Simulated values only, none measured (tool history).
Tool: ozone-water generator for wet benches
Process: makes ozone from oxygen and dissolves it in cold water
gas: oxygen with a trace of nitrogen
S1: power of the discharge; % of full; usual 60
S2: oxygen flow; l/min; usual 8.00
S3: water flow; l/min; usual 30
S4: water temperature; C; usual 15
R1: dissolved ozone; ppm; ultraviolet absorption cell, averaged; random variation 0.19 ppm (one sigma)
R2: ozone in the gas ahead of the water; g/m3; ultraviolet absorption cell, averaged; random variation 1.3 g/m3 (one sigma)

Run 1, hour 0.0: usual settings. Result: R1 26.9 ppm, R2 245.1 g/m3.
Run 2, hour 72.1: usual settings but S4 18 C. Result: R1 25.7 ppm, R2 246.5 g/m3.
Run 3, hour 148.5: usual settings. Result: R1 26.8 ppm, R2 243.7 g/m3.
Run 4, hour 253.7: usual settings. Result: R1 26.9 ppm, R2 245.9 g/m3.
Run 5, hour 342.0: usual settings but S2 13.38 l/min. Result: R1 25.7 ppm, R2 183.0 g/m3.
Run 6, hour 429.3: usual settings but S4 12 C. Result: R1 28.2 ppm, R2 246.4 g/m3.
Run 7, hour 515.1: usual settings but S4 12 C. Result: R1 27.9 ppm, R2 245.5 g/m3.
Run 8, hour 627.3: usual settings but S4 12 C. Result: R1 27.8 ppm, R2 243.7 g/m3.
Run 9, hour 741.6: usual settings but S4 12 C. Result: R1 28.1 ppm, R2 245.7 g/m3.
Run 10, hour 837.1: usual settings but S4 12 C. Result: R1 27.8 ppm, R2 247.2 g/m3.
Run 11, hour 903.7: usual settings but S4 9 C. Result: R1 28.9 ppm, R2 244.8 g/m3.
Run 12, hour 1003.8: usual settings but S4 9 C. Result: R1 28.9 ppm, R2 245.0 g/m3.
Run 13, hour 1116.6: usual settings but S2 9.80 l/min, S4 9 C. Result: R1 29.3 ppm, R2 218.9 g/m3.
Run 14, hour 1197.0: usual settings. Result: R1 26.8 ppm, R2 244.5 g/m3.
Run 15, hour 1287.0: usual settings. Result: R1 27.0 ppm, R2 244.6 g/m3.
Run 16, hour 1356.9: usual settings. Result: R1 26.9 ppm, R2 245.0 g/m3.
Run 17, hour 1426.0: usual settings but S2 9.02 l/min. Result: R1 26.7 ppm, R2 228.7 g/m3.
Run 18, hour 1514.4: usual settings but S1 81 % of full, S2 13.34 l/min. Result: R1 30.4 ppm, R2 209.9 g/m3.
Run 19, hour 1596.3: usual settings but S1 81 % of full, S2 13.34 l/min. Result: R1 30.3 ppm, R2 212.8 g/m3.
Run 20, hour 1661.7: usual settings but S1 81 % of full, S2 13.34 l/min. Result: R1 30.6 ppm, R2 214.6 g/m3.
Run 21, hour 1784.3: usual settings but S2 14.14 l/min, S3 26 l/min. Result: R1 29.0 ppm, R2 177.4 g/m3.
Run 22, hour 1876.2: usual settings but S1 98 % of full. Result: R1 34.4 ppm, R2 312.1 g/m3.
Run 23, hour 1996.7: usual settings but S2 8.77 l/min. Result: R1 26.7 ppm, R2 232.6 g/m3.
Run 24, hour 2112.5: usual settings but S2 8.77 l/min, S4 14 C. Result: R1 27.6 ppm, R2 231.0 g/m3.
Run 25, hour 2234.5: usual settings but S1 59 % of full, S2 4.83 l/min, S3 43 l/min, S4 8 C. Result: R1 18.2 ppm, R2 322.6 g/m3.
Run 26, hour 2285.5: usual settings but S1 98 % of full, S2 7.60 l/min, S3 27 l/min, S4 8 C. Result: R1 41.9 ppm, R2 322.5 g/m3.
Run 27, hour 2379.8: usual settings but S1 98 % of full, S2 7.60 l/min, S3 27 l/min, S4 8 C. Result: R1 41.4 ppm, R2 322.2 g/m3.
Run 28, hour 2456.2: usual settings but S1 98 % of full, S2 7.60 l/min, S3 24 l/min, S4 8 C. Result: R1 46.0 ppm, R2 320.0 g/m3.
Run 29, hour 2506.4: usual settings but S1 98 % of full, S2 7.60 l/min, S3 24 l/min, S4 8 C. Result: R1 46.5 ppm, R2 322.2 g/m3.
Run 30, hour 2610.3: usual settings but S1 98 % of full, S2 7.60 l/min, S3 24 l/min, S4 10 C. Result: R1 45.1 ppm, R2 323.1 g/m3.
Run 31, hour 2700.6: usual settings but S1 98 % of full, S2 6.02 l/min, S3 24 l/min, S4 10 C. Result: R1 44.9 ppm, R2 370.6 g/m3.
Run 32, hour 2753.9: usual settings but S1 98 % of full, S2 6.02 l/min, S3 24 l/min, S4 10 C. Result: R1 45.0 ppm, R2 367.9 g/m3.

Taken out of this log: 1 entry between the listed runs. Where each belongs, and how the hidden state differs across it:
Between runs 15 and 16: contactor cleaned (hour 1340.0)
  no hidden state differs between the two runs
